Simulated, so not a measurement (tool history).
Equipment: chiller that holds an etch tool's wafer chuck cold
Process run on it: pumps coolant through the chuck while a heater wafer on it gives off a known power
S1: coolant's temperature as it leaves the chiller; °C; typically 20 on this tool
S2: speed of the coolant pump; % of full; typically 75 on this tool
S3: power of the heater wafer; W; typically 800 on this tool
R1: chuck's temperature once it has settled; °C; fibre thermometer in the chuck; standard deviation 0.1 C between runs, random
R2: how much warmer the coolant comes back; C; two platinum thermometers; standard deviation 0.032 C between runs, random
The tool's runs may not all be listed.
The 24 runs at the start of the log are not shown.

Run 25, day 41.792: usual settings but S1 14 °C, S2 83 % of full, S3 597 W. Result: R1 19.7 °C, R2 2.68 C.
Run 26, day 44.175: usual settings but S1 18 °C, S2 83 % of full, S3 642 W. Result: R1 23.9 °C, R2 2.89 C.
Run 27, day 46.5: usual settings but S1 27 °C. Result: R1 35.2 °C, R2 4.02 C.
Run 28, day 48.058: usual settings but S1 21 °C, S2 76 % of full, S3 475 W. Result: R1 25.8 °C, R2 2.37 C.
Run 29, day 49.179: usual settings but S1 21 °C, S2 76 % of full, S3 475 W. Result: R1 25.9 °C, R2 2.37 C.
Run 30, day 50.579: usual settings but S1 13 °C. Result: R1 21.3 °C, R2 4.03 C.
Run 31, day 51.879: usual settings but S2 97 % of full, S3 656 W. Result: R1 25.3 °C, R2 2.55 C.
Run 32, day 54.062: usual settings but S2 97 % of full, S3 656 W. Result: R1 25.4 °C, R2 2.53 C.

Predict each of these 3 candidate next runs independently; none follows another, all start after run 32:
Run A, day 55.562: usual settings but S1 11 °C, S2 81 % of full, S3 1066 W. Result: R1 ?, R2 ?.
Run B, day 55.562: usual settings but S2 66 % of full, S3 532 W. Result: R1 ?, R2 ?.
Run C, day 55.562: usual settings but S1 19 °C, S2 65 % of full, S3 547 W. Result: R1 ?, R2 ?.

run    R1    R2
  A  21.5   4.9
  B  25.9  3.03
  C  25.5   3.2
With the hidden condition removed and each run's random variation left untouched, the same runs would have given:
run    R1    R2
  A  20.7  4.65
  B  25.5  2.88
  C    25  3.04
